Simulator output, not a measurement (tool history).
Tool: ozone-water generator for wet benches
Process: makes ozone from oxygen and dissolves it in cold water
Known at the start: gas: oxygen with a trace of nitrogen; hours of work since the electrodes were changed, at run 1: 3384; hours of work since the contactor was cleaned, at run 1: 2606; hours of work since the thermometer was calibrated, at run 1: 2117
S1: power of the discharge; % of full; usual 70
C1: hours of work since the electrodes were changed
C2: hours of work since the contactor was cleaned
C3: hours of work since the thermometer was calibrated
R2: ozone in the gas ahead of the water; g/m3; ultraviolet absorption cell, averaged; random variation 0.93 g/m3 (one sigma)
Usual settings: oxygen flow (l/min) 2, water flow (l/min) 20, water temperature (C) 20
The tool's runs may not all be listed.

run 1 hour=0 | S1=70 oxygen_flow_(l/min)=2 water_flow_(l/min)=20 water_temperature_(C)=20 | C1=3384 C2=2606 C3=2117 | dissolved_ozone_(ppm)=7.6 R2=153.2
run 2 hour=92.5 | S1=70 oxygen_flow_(l/min)=2 water_flow_(l/min)=20 water_temperature_(C)=12 | C1=3475 C2=2697 C3=2208 | dissolved_ozone_(ppm)=8.2 R2=153.6
run 3 hour=206 | S1=70 oxygen_flow_(l/min)=2 water_flow_(l/min)=20 water_temperature_(C)=20 | C1=3586 C2=2809 C3=2319 | dissolved_ozone_(ppm)=8 R2=152
run 4 hour=309.1 | S1=70 oxygen_flow_(l/min)=2 water_flow_(l/min)=20 water_temperature_(C)=20 | C1=3688 C2=2910 C3=2421 | dissolved_ozone_(ppm)=7.6 R2=150.9
run 5 hour=423.3 | S1=70 oxygen_flow_(l/min)=1.01 water_flow_(l/min)=20 water_temperature_(C)=20 | C1=3800 C2=3023 C3=2533 | dissolved_ozone_(ppm)=6.2 R2=209.1
run 6 hour=503.7 | S1=70 oxygen_flow_(l/min)=2 water_flow_(l/min)=12 water_temperature_(C)=20 | C1=3879 C2=3102 C3=2612 | dissolved_ozone_(ppm)=12.5 R2=151.3
run 7 hour=595.8 | S1=70 oxygen_flow_(l/min)=2 water_flow_(l/min)=20 water_temperature_(C)=20 | C1=3970 C2=3192 C3=2703 | dissolved_ozone_(ppm)=7.7 R2=152.5
run 8 hour=679.8 | S1=70 oxygen_flow_(l/min)=2 water_flow_(l/min)=20 water_temperature_(C)=20 | C1=4053 C2=3275 C3=2786 | dissolved_ozone_(ppm)=7.6 R2=151.8
run 9 hour=757.3 | S1=70 oxygen_flow_(l/min)=2 water_flow_(l/min)=20 water_temperature_(C)=20 | C1=4129 C2=3351 C3=2862 | dissolved_ozone_(ppm)=7.7 R2=151.3
run 10 hour=806.3 | S1=70 oxygen_flow_(l/min)=2 water_flow_(l/min)=20 water_temperature_(C)=20 | C1=4177 C2=3399 C3=2910 | dissolved_ozone_(ppm)=7.7 R2=153.2
run 11 hour=872.5 | S1=70 oxygen_flow_(l/min)=2 water_flow_(l/min)=19 water_temperature_(C)=20 | C1=4242 C2=3465 C3=2975 | dissolved_ozone_(ppm)=7.8 R2=151.4
run 12 hour=970.5 | S1=70 oxygen_flow_(l/min)=2 water_flow_(l/min)=19 water_temperature_(C)=20 | C1=4339 C2=3561 C3=3072 | dissolved_ozone_(ppm)=8.3 R2=151.6
run 13 hour=1051.7 | S1=70 oxygen_flow_(l/min)=2 water_flow_(l/min)=20 water_temperature_(C)=20 | C1=4418 C2=3641 C3=3152 | dissolved_ozone_(ppm)=7.4 R2=151.1
run 14 hour=1141.1 | S1=70 oxygen_flow_(l/min)=2 water_flow_(l/min)=20 water_temperature_(C)=20 | C1=4506 C2=3729 C3=3239 | dissolved_ozone_(ppm)=7.7 R2=149.8
run 15 hour=1230.3 | S1=71 oxygen_flow_(l/min)=2 water_flow_(l/min)=20 water_temperature_(C)=20 | C1=4594 C2=3816 C3=3327 | dissolved_ozone_(ppm)=7.5 R2=150.4
run 16 hour=1312.1 | S1=70 oxygen_flow_(l/min)=2 water_flow_(l/min)=24 water_temperature_(C)=20 | C1=4675 C2=3897 C3=3408 | dissolved_ozone_(ppm)=6.2 R2=150.6
run 17 hour=1383.6 | S1=78 oxygen_flow_(l/min)=2 water_flow_(l/min)=20 water_temperature_(C)=20 | C1=4745 C2=3967 C3=3478 | dissolved_ozone_(ppm)=8.1 R2=159.6
run 18 hour=1455.6 | S1=78 oxygen_flow_(l/min)=2 water_flow_(l/min)=20 water_temperature_(C)=20 | C1=4816 C2=4038 C3=3549 | dissolved_ozone_(ppm)=8.1 R2=160.4
run 19 hour=1560.9 | S1=59 oxygen_flow_(l/min)=2 water_flow_(l/min)=13 water_temperature_(C)=20 | C1=4919 C2=4142 C3=3653 | dissolved_ozone_(ppm)=10.2 R2=136.3

The next listed run, before its measurement:
run 20 hour=1660.5 | S1=59 oxygen_flow_(l/min)=2 water_flow_(l/min)=13 water_temperature_(C)=20 | C1=5017 C2=4240 C3=3751 | dissolved_ozone_(ppm)=? R2=?

{"run 20": {"dissolved ozone (ppm)": 10.5, "R2": 136.4}}
Without the tool's hidden state the same run would have given dissolved ozone (ppm) 11.3, R2 142.7 g/m3.
